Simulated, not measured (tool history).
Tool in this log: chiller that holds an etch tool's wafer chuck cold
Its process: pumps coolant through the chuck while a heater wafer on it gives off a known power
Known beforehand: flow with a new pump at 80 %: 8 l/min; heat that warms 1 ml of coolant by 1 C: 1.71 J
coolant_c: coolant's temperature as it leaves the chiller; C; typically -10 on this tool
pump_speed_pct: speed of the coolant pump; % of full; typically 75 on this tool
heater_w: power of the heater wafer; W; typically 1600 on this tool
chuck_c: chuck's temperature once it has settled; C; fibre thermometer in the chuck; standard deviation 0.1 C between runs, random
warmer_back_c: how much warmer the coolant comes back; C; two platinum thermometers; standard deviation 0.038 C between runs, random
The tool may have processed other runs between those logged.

run 1 hour=0 | coolant_c=-10 pump_speed_pct=75 heater_w=1600 | chuck_c=4.8 warmer_back_c=7.64
run 2 hour=136.5 | coolant_c=-10 pump_speed_pct=75 heater_w=1767 | chuck_c=6.5 warmer_back_c=8.29
run 3 hour=277.3 | coolant_c=-10 pump_speed_pct=75 heater_w=1812 | chuck_c=7 warmer_back_c=8.56
run 4 hour=408.7 | coolant_c=-10 pump_speed_pct=75 heater_w=1600 | chuck_c=4.9 warmer_back_c=7.51
run 5 hour=497.1 | coolant_c=-10 pump_speed_pct=75 heater_w=1600 | chuck_c=4.9 warmer_back_c=7.56
run 6 hour=576.1 | coolant_c=-10 pump_speed_pct=98 heater_w=1600 | chuck_c=2 warmer_back_c=5.64
run 7 hour=636.6 | coolant_c=-10 pump_speed_pct=98 heater_w=1600 | chuck_c=1.9 warmer_back_c=5.59
run 8 hour=777.9 | coolant_c=-7 pump_speed_pct=75 heater_w=1600 | chuck_c=7.9 warmer_back_c=7.57
run 9 hour=869 | coolant_c=-7 pump_speed_pct=75 heater_w=1600 | chuck_c=7.9 warmer_back_c=7.52
run 10 hour=983.6 | coolant_c=-7 pump_speed_pct=75 heater_w=1600 | chuck_c=7.9 warmer_back_c=7.47
run 11 hour=1063.1 | coolant_c=-7 pump_speed_pct=75 heater_w=1600 | chuck_c=8 warmer_back_c=7.58
run 12 hour=1206.5 | coolant_c=-7 pump_speed_pct=75 heater_w=1600 | chuck_c=7.9 warmer_back_c=7.55
run 13 hour=1268.7 | coolant_c=-7 pump_speed_pct=75 heater_w=1600 | chuck_c=8.1 warmer_back_c=7.56
run 14 hour=1328.7 | coolant_c=-11 pump_speed_pct=96 heater_w=1122 | chuck_c=-2.5 warmer_back_c=3.98
run 15 hour=1472 | coolant_c=-11 pump_speed_pct=66 heater_w=869 | chuck_c=-2 warmer_back_c=4.69
run 16 hour=1552.5 | coolant_c=-14 pump_speed_pct=63 heater_w=2118 | chuck_c=8.7 warmer_back_c=12.01
run 17 hour=1659.2 | coolant_c=-10 pump_speed_pct=97 heater_w=2232 | chuck_c=7 warmer_back_c=7.93
run 18 hour=1783.6 | coolant_c=-10 pump_speed_pct=97 heater_w=2232 | chuck_c=6.9 warmer_back_c=7.91
run 19 hour=1864.2 | coolant_c=-19 pump_speed_pct=99 heater_w=1991 | chuck_c=-4 warmer_back_c=6.9
run 20 hour=1929.7 | coolant_c=-19 pump_speed_pct=99 heater_w=1991 | chuck_c=-4.3 warmer_back_c=6.91
run 21 hour=2008.2 | coolant_c=-9 pump_speed_pct=84 heater_w=1991 | chuck_c=8 warmer_back_c=8.35
-- hour=2140.6 chiller's thermometer calibrated
run 22 hour=2140.6 | coolant_c=-9 pump_speed_pct=84 heater_w=1991 | chuck_c=8 warmer_back_c=8.34
run 23 hour=2227.5 | coolant_c=-17 pump_speed_pct=75 heater_w=1600 | chuck_c=-2.2 warmer_back_c=7.58

Consider 4 possible next runs. They are alternatives, not a sequence: every one starts from the tool as it was left by run 23. What does each give?
run A hour=2331.2 | coolant_c=-13 pump_speed_pct=75 heater_w=1600 | chuck_c=? warmer_back_c=?
run B hour=2331.2 | coolant_c=-10 pump_speed_pct=62 heater_w=1998 | chuck_c=? warmer_back_c=?
run C hour=2331.2 | coolant_c=-12 pump_speed_pct=66 heater_w=2032 | chuck_c=? warmer_back_c=?
run D hour=2331.2 | coolant_c=-1 pump_speed_pct=67 heater_w=1046 | chuck_c=? warmer_back_c=?

run=A chuck_c=2.1 warmer_back_c=7.58
run=B chuck_c=11.6 warmer_back_c=11.69
run=C chuck_c=9.1 warmer_back_c=11.04
run=D chuck_c=9.8 warmer_back_c=5.67
Stripped of hidden state, with their random variation kept, the same runs would have yielded:
run=A chuck_c=2.1 warmer_back_c=7.57
run=B chuck_c=11.6 warmer_back_c=11.68
run=C chuck_c=9 warmer_back_c=11.03
run=D chuck_c=9.8 warmer_back_c=5.67
